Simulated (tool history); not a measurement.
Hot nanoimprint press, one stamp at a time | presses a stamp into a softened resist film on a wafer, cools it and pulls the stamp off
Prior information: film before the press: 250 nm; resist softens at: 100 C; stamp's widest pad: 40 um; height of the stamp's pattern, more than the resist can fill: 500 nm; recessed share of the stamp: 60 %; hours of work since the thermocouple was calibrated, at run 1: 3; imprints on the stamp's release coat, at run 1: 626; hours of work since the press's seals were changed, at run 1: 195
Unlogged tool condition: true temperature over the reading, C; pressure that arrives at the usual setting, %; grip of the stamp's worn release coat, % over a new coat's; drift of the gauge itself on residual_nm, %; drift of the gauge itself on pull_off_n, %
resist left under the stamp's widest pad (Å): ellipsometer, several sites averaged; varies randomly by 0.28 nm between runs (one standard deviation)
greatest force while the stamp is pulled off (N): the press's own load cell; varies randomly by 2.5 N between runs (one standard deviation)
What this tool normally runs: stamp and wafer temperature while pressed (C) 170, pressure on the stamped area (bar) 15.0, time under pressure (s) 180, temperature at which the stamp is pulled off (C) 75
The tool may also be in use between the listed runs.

run	hour	stamp and wafer temperature while pressed (C)	pressure on the stamped area (bar)	time under pressure (s)	temperature at which the stamp is pulled off (C)	hours of work since the thermocouple was calibrated	imprints on the stamp's release coat	hours of work since the press's seals were changed	resist left under the stamp's widest pad (Å)	greatest force while the stamp is pulled off (N)
1	0.0	170	15.0	180	75	3	626	195	926	236
2	6.9	159	15.0	180	75	7	645	199	1287	237
3	15.7	159	15.0	180	75	12	668	205	1291	232
4	22.8	159	15.0	180	75	17	687	209	1287	233
5	27.0	159	15.0	180	75	19	699	211	1283	233
6	34.6	159	15.0	180	75	24	719	216	1281	238
7	40.1	159	15.0	180	75	27	734	219	1289	238
8	45.9	170	15.0	180	71	30	750	223	926	253
9	54.7	170	15.0	180	71	36	774	228	927	255
10	63.2	170	15.2	157	75	41	797	233	960	234
11	70.2	170	15.0	180	75	45	815	237	924	238

Run 12, settings as shown, results not yet in. Your forecast:
12	77.7	177	10.5	173	75	49	836	241	?	?

{"run 12": {"resist left under the stamp's widest pad (Å)": 957, "greatest force while the stamp is pulled off (N)": 232}}
Without the tool's hidden state the same run would have given resist left under the stamp's widest pad (Å) 957, greatest force while the stamp is pulled off (N) 231.

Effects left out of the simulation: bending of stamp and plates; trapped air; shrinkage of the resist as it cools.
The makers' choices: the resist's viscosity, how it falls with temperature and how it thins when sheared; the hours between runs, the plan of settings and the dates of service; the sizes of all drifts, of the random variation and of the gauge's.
